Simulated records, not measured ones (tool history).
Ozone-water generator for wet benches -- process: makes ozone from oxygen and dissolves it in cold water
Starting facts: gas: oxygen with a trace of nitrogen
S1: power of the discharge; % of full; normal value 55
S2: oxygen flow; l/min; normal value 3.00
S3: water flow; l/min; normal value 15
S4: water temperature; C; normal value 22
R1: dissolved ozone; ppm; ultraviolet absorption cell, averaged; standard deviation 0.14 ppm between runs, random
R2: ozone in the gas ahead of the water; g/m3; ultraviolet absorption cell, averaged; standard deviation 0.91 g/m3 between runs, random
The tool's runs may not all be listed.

Run 1, day 0.000: usual settings. Result: R1 14.2 ppm, R2 148.0 g/m3.
Run 2, day 2.238: usual settings. Result: R1 13.9 ppm, R2 147.8 g/m3.
Run 3, day 4.304: usual settings. Result: R1 13.9 ppm, R2 147.2 g/m3.
Run 4, day 6.558: usual settings. Result: R1 14.1 ppm, R2 148.6 g/m3.
Run 5, day 8.117: usual settings but S2 2.88 l/min. Result: R1 14.2 ppm, R2 149.7 g/m3.
Run 6, day 11.129: usual settings but S2 2.88 l/min. Result: R1 14.0 ppm, R2 149.2 g/m3.
Run 7, day 13.217: usual settings but S2 3.78 l/min. Result: R1 14.4 ppm, R2 130.9 g/m3.
Run 8, day 15.192: usual settings but S4 26 C. Result: R1 13.3 ppm, R2 146.6 g/m3.
At day 16.521: contactor cleaned.
Run 9, day 18.908: usual settings. Result: R1 14.4 ppm, R2 146.8 g/m3.
Run 10, day 21.154: usual settings. Result: R1 14.3 ppm, R2 145.6 g/m3.
Run 11, day 23.429: usual settings. Result: R1 14.6 ppm, R2 146.2 g/m3.
Run 12, day 25.896: usual settings. Result: R1 14.2 ppm, R2 145.6 g/m3.
Run 13, day 27.888: usual settings. Result: R1 14.5 ppm, R2 144.7 g/m3.
Run 14, day 31.150: usual settings. Result: R1 14.4 ppm, R2 146.8 g/m3.
Run 15, day 33.479: usual settings. Result: R1 14.5 ppm, R2 146.4 g/m3.
Run 16, day 35.021: usual settings. Result: R1 14.3 ppm, R2 144.8 g/m3.
Run 17, day 37.833: usual settings but S1 65 % of full, S2 3.24 l/min, S3 11 l/min, S4 18 C. Result: R1 21.2 ppm, R2 157.1 g/m3.
Run 18, day 41.158: usual settings but S1 53 % of full, S2 4.20 l/min, S3 12 l/min. Result: R1 16.1 ppm, R2 119.4 g/m3.
Run 19, day 42.725: usual settings but S1 85 % of full, S2 4.20 l/min, S3 9 l/min, S4 24 C. Result: R1 25.5 ppm, R2 171.4 g/m3.
Run 20, day 45.542: usual settings but S1 85 % of full, S2 4.20 l/min, S3 9 l/min, S4 24 C. Result: R1 25.4 ppm, R2 169.0 g/m3.
Run 21, day 47.308: usual settings but S1 50 % of full, S2 2.60 l/min, S3 9 l/min, S4 19 C. Result: R1 19.5 ppm, R2 144.6 g/m3.
Run 22, day 49.908: usual settings but S1 50 % of full, S2 4.81 l/min, S3 13 l/min, S4 19 C. Result: R1 15.4 ppm, R2 106.5 g/m3.
Run 23, day 51.679: usual settings but S1 50 % of full, S2 4.81 l/min, S3 13 l/min, S4 19 C. Result: R1 15.5 ppm, R2 106.2 g/m3.
Run 24, day 54.779: usual settings but S1 50 % of full, S2 4.81 l/min, S3 13 l/min, S4 19 C. Result: R1 15.2 ppm, R2 106.9 g/m3.
Run 25, day 56.796: usual settings but S1 50 % of full, S2 2.86 l/min, S3 18 l/min, S4 19 C. Result: R1 11.8 ppm, R2 136.7 g/m3.
Run 26, day 60.308: usual settings but S1 89 % of full, S2 4.04 l/min, S3 20 l/min, S4 14 C. Result: R1 18.3 ppm, R2 175.6 g/m3.
Run 27, day 61.792: usual settings but S1 89 % of full, S2 4.57 l/min, S3 12 l/min, S4 14 C. Result: R1 26.2 ppm, R2 167.9 g/m3.
Run 28, day 63.496: usual settings but S1 77 % of full, S3 11 l/min. Result: R1 22.0 ppm, R2 184.4 g/m3.
Run 29, day 65.542: usual settings but S1 77 % of full, S2 1.59 l/min, S3 11 l/min, S4 16 C. Result: R1 21.9 ppm, R2 248.7 g/m3.
Run 30, day 68.717: usual settings but S1 77 % of full, S2 1.59 l/min, S3 11 l/min, S4 16 C. Result: R1 22.1 ppm, R2 248.6 g/m3.
Run 31, day 71.358: usual settings but S1 43 % of full, S2 5.12 l/min, S3 14 l/min, S4 16 C. Result: R1 13.4 ppm, R2 92.8 g/m3.
Run 32, day 73.229: usual settings but S1 43 % of full, S2 5.12 l/min, S3 14 l/min, S4 16 C. Result: R1 13.6 ppm, R2 91.6 g/m3.

Each row is a separate what-if for the run after 32, all from the same tool condition, not one after another. Results?
Run A, day 75.875: usual settings but S1 60 % of full. Result: R1 ?, R2 ?.
Run B, day 75.875: usual settings but S1 43 % of full, S2 2.80 l/min, S3 9 l/min, S4 16 C. Result: R1 ?, R2 ?.
Run C, day 75.875: usual settings but S4 19 C. Result: R1 ?, R2 ?.

run    R1     R2
  A  14.7  152.5
  B  17.9  122.5
  C  14.3  143.2
Had the tool no hidden state, the same runs would have come out as:
run    R1     R2
  A  16.2  165.2
  B  19.2  129.7
  C  15.7  154.1
